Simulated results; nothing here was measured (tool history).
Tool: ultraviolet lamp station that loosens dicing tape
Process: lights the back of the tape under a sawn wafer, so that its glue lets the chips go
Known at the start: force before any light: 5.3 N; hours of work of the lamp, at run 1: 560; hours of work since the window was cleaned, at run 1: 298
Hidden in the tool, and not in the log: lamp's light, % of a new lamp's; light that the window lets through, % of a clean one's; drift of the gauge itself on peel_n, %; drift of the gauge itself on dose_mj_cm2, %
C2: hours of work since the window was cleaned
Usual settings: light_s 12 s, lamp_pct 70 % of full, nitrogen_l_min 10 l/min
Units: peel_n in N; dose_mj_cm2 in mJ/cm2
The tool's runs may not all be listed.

{"run": 1, "hour": 0.0, "light_s": 12, "lamp_pct": 70, "nitrogen_l_min": 10, "hours of work of the lamp": 560, "C2": 298, "peel_n": 1.307, "dose_mj_cm2": 301}
{"run": 2, "hour": 13.7, "light_s": 12, "lamp_pct": 70, "nitrogen_l_min": 10, "hours of work of the lamp": 570, "C2": 308, "peel_n": 1.379, "dose_mj_cm2": 293}
{"run": 3, "hour": 33.0, "light_s": 12, "lamp_pct": 70, "nitrogen_l_min": 10, "hours of work of the lamp": 583, "C2": 322, "peel_n": 1.427, "dose_mj_cm2": 297}
{"run": 4, "hour": 54.9, "light_s": 12, "lamp_pct": 84, "nitrogen_l_min": 10, "hours of work of the lamp": 599, "C2": 337, "peel_n": 1.055, "dose_mj_cm2": 351}
{"run": 5, "hour": 85.8, "light_s": 12, "lamp_pct": 84, "nitrogen_l_min": 10, "hours of work of the lamp": 621, "C2": 360, "peel_n": 1.097, "dose_mj_cm2": 346}
{"run": 6, "hour": 100.9, "light_s": 12, "lamp_pct": 84, "nitrogen_l_min": 10, "hours of work of the lamp": 632, "C2": 370, "peel_n": 1.124, "dose_mj_cm2": 346}
{"run": 7, "hour": 116.5, "light_s": 14, "lamp_pct": 84, "nitrogen_l_min": 10, "hours of work of the lamp": 643, "C2": 382, "peel_n": 0.871, "dose_mj_cm2": 399}
{"run": 8, "hour": 139.9, "light_s": 14, "lamp_pct": 84, "nitrogen_l_min": 10, "hours of work of the lamp": 660, "C2": 398, "peel_n": 0.875, "dose_mj_cm2": 397}
{"run": 9, "hour": 168.8, "light_s": 7, "lamp_pct": 74, "nitrogen_l_min": 11, "hours of work of the lamp": 681, "C2": 419, "peel_n": 2.301, "dose_mj_cm2": 173}
{"run": 10, "hour": 187.9, "light_s": 12, "lamp_pct": 70, "nitrogen_l_min": 6, "hours of work of the lamp": 695, "C2": 433, "peel_n": 1.659, "dose_mj_cm2": 275}
{"run": 11, "hour": 210.8, "light_s": 12, "lamp_pct": 70, "nitrogen_l_min": 6, "hours of work of the lamp": 711, "C2": 449, "peel_n": 1.652, "dose_mj_cm2": 272}
{"run": 12, "hour": 226.8, "light_s": 12, "lamp_pct": 70, "nitrogen_l_min": 12, "hours of work of the lamp": 722, "C2": 461, "peel_n": 1.406, "dose_mj_cm2": 271}
{"run": 13, "hour": 243.5, "light_s": 6, "lamp_pct": 70, "nitrogen_l_min": 16, "hours of work of the lamp": 734, "C2": 473, "peel_n": 2.543, "dose_mj_cm2": 137}
{"run": 14, "hour": 276.6, "light_s": 16, "lamp_pct": 70, "nitrogen_l_min": 3, "hours of work of the lamp": 758, "C2": 496, "peel_n": 1.531, "dose_mj_cm2": 352}

Forecast each of these 4 alternatives for the next run:
{"run": "A", "hour": 308.6, "light_s": 8, "lamp_pct": 85, "nitrogen_l_min": 4, "hours of work of the lamp": 781, "C2": 519, "peel_n": "?", "dose_mj_cm2": "?"}
{"run": "B", "hour": 308.6, "light_s": 7, "lamp_pct": 77, "nitrogen_l_min": 9, "hours of work of the lamp": 781, "C2": 519, "peel_n": "?", "dose_mj_cm2": "?"}
{"run": "C", "hour": 308.6, "light_s": 10, "lamp_pct": 70, "nitrogen_l_min": 10, "hours of work of the lamp": 781, "C2": 519, "peel_n": "?", "dose_mj_cm2": "?"}
{"run": "D", "hour": 308.6, "light_s": 10, "lamp_pct": 93, "nitrogen_l_min": 5, "hours of work of the lamp": 781, "C2": 519, "peel_n": "?", "dose_mj_cm2": "?"}

run=A peel_n=2.285 dose_mj_cm2=213
run=B peel_n=2.359 dose_mj_cm2=169
run=C peel_n=1.853 dose_mj_cm2=220
run=D peel_n=1.719 dose_mj_cm2=290
Without the tool's hidden state the same runs would have given:
run=A peel_n=1.612 dose_mj_cm2=310
run=B peel_n=1.678 dose_mj_cm2=245
run=C peel_n=1.194 dose_mj_cm2=319
run=D peel_n=1.067 dose_mj_cm2=421
